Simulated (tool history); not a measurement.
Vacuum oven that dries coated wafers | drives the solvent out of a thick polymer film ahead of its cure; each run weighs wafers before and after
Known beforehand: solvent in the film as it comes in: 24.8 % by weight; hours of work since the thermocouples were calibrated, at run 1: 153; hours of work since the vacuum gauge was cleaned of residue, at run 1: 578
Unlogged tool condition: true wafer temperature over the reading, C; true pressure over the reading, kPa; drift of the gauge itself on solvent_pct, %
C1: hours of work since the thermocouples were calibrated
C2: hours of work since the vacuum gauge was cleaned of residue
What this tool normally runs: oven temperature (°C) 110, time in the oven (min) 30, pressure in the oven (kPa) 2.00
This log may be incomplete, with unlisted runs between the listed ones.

{"run": 1, "day": 0.0, "oven temperature (°C)": 110, "time in the oven (min)": 30, "pressure in the oven (kPa)": 2.0, "C1": 153, "C2": 578, "solvent left in the film (%)": 3.33}
{"run": 2, "day": 2.929, "oven temperature (°C)": 110, "time in the oven (min)": 30, "pressure in the oven (kPa)": 2.0, "C1": 184, "C2": 610, "solvent left in the film (%)": 3.36}
{"run": 3, "day": 6.446, "oven temperature (°C)": 110, "time in the oven (min)": 30, "pressure in the oven (kPa)": 2.0, "C1": 222, "C2": 648, "solvent left in the film (%)": 3.4}
{"run": 4, "day": 11.496, "oven temperature (°C)": 110, "time in the oven (min)": 21, "pressure in the oven (kPa)": 2.0, "C1": 277, "C2": 702, "solvent left in the film (%)": 5.34}
{"run": 5, "day": 13.708, "oven temperature (°C)": 110, "time in the oven (min)": 30, "pressure in the oven (kPa)": 2.0, "C1": 301, "C2": 726, "solvent left in the film (%)": 3.43}
{"run": 6, "day": 17.421, "oven temperature (°C)": 110, "time in the oven (min)": 30, "pressure in the oven (kPa)": 2.0, "C1": 341, "C2": 766, "solvent left in the film (%)": 3.44}
{"run": 7, "day": 20.754, "oven temperature (°C)": 110, "time in the oven (min)": 30, "pressure in the oven (kPa)": 2.0, "C1": 377, "C2": 802, "solvent left in the film (%)": 3.5}
{"run": 8, "day": 26.0, "oven temperature (°C)": 124, "time in the oven (min)": 30, "pressure in the oven (kPa)": 2.0, "C1": 434, "C2": 859, "solvent left in the film (%)": 1.08}
{"run": 9, "day": 29.079, "oven temperature (°C)": 124, "time in the oven (min)": 30, "pressure in the oven (kPa)": 2.0, "C1": 467, "C2": 892, "solvent left in the film (%)": 1.04}
{"run": 10, "day": 32.838, "oven temperature (°C)": 124, "time in the oven (min)": 30, "pressure in the oven (kPa)": 2.0, "C1": 508, "C2": 933, "solvent left in the film (%)": 1.11}
{"run": 11, "day": 35.383, "oven temperature (°C)": 124, "time in the oven (min)": 30, "pressure in the oven (kPa)": 2.0, "C1": 535, "C2": 960, "solvent left in the film (%)": 1.06}
{"run": 12, "day": 39.554, "oven temperature (°C)": 108, "time in the oven (min)": 30, "pressure in the oven (kPa)": 2.0, "C1": 580, "C2": 1005, "solvent left in the film (%)": 4.33}
{"run": 13, "day": 43.062, "oven temperature (°C)": 110, "time in the oven (min)": 19, "pressure in the oven (kPa)": 2.71, "C1": 618, "C2": 1043, "solvent left in the film (%)": 6.69}
{"run": 14, "day": 48.067, "oven temperature (°C)": 104, "time in the oven (min)": 32, "pressure in the oven (kPa)": 2.71, "C1": 672, "C2": 1097, "solvent left in the film (%)": 6.23}
{"run": 15, "day": 52.1, "oven temperature (°C)": 104, "time in the oven (min)": 32, "pressure in the oven (kPa)": 2.71, "C1": 716, "C2": 1141, "solvent left in the film (%)": 6.38}
{"run": 16, "day": 57.179, "oven temperature (°C)": 104, "time in the oven (min)": 32, "pressure in the oven (kPa)": 2.71, "C1": 771, "C2": 1196, "solvent left in the film (%)": 6.3}
{"day": 57.55, "done": "oven's thermocouples calibrated"}
{"run": 17, "day": 62.662, "oven temperature (°C)": 120, "time in the oven (min)": 16, "pressure in the oven (kPa)": 2.71, "C1": 55, "C2": 1254, "solvent left in the film (%)": 3.92}
{"run": 18, "day": 66.433, "oven temperature (°C)": 110, "time in the oven (min)": 44, "pressure in the oven (kPa)": 4.22, "C1": 96, "C2": 1295, "solvent left in the film (%)": 4.11}
{"run": 19, "day": 69.221, "oven temperature (°C)": 110, "time in the oven (min)": 22, "pressure in the oven (kPa)": 1.46, "C1": 126, "C2": 1325, "solvent left in the film (%)": 5.5}
{"run": 20, "day": 72.675, "oven temperature (°C)": 115, "time in the oven (min)": 30, "pressure in the oven (kPa)": 2.0, "C1": 163, "C2": 1363, "solvent left in the film (%)": 2.63}
{"run": 21, "day": 76.138, "oven temperature (°C)": 115, "time in the oven (min)": 30, "pressure in the oven (kPa)": 2.0, "C1": 201, "C2": 1400, "solvent left in the film (%)": 2.59}
{"run": 22, "day": 78.896, "oven temperature (°C)": 118, "time in the oven (min)": 33, "pressure in the oven (kPa)": 1.62, "C1": 231, "C2": 1430, "solvent left in the film (%)": 1.6}
{"day": 79.946, "done": "oven's thermocouples calibrated, once more"}
{"run": 23, "day": 81.696, "oven temperature (°C)": 114, "time in the oven (min)": 50, "pressure in the oven (kPa)": 2.5, "C1": 19, "C2": 1459, "solvent left in the film (%)": 1.79}

Predict each of these 4 candidate next runs independently; none follows another, all start after run 23:
{"run": "A", "day": 86.562, "oven temperature (°C)": 114, "time in the oven (min)": 50, "pressure in the oven (kPa)": 1.02, "C1": 72, "C2": 1512, "solvent left in the film (%)": "?"}
{"run": "B", "day": 86.562, "oven temperature (°C)": 123, "time in the oven (min)": 50, "pressure in the oven (kPa)": 2.5, "C1": 72, "C2": 1512, "solvent left in the film (%)": "?"}
{"run": "C", "day": 86.562, "oven temperature (°C)": 97, "time in the oven (min)": 16, "pressure in the oven (kPa)": 5.52, "C1": 72, "C2": 1512, "solvent left in the film (%)": "?"}
{"run": "D", "day": 86.562, "oven temperature (°C)": 114, "time in the oven (min)": 50, "pressure in the oven (kPa)": 6.42, "C1": 72, "C2": 1512, "solvent left in the film (%)": "?"}

run=A solvent_left_in_the_film_(%)=1.03
run=B solvent_left_in_the_film_(%)=1.29
run=C solvent_left_in_the_film_(%)=14.97
run=D solvent_left_in_the_film_(%)=4.02
Take away the tool's hidden state, keep each run's random variation, and the runs would have read:
run=A solvent_left_in_the_film_(%)=0.68
run=B solvent_left_in_the_film_(%)=1.03
run=C solvent_left_in_the_film_(%)=14.56
run=D solvent_left_in_the_film_(%)=3.65
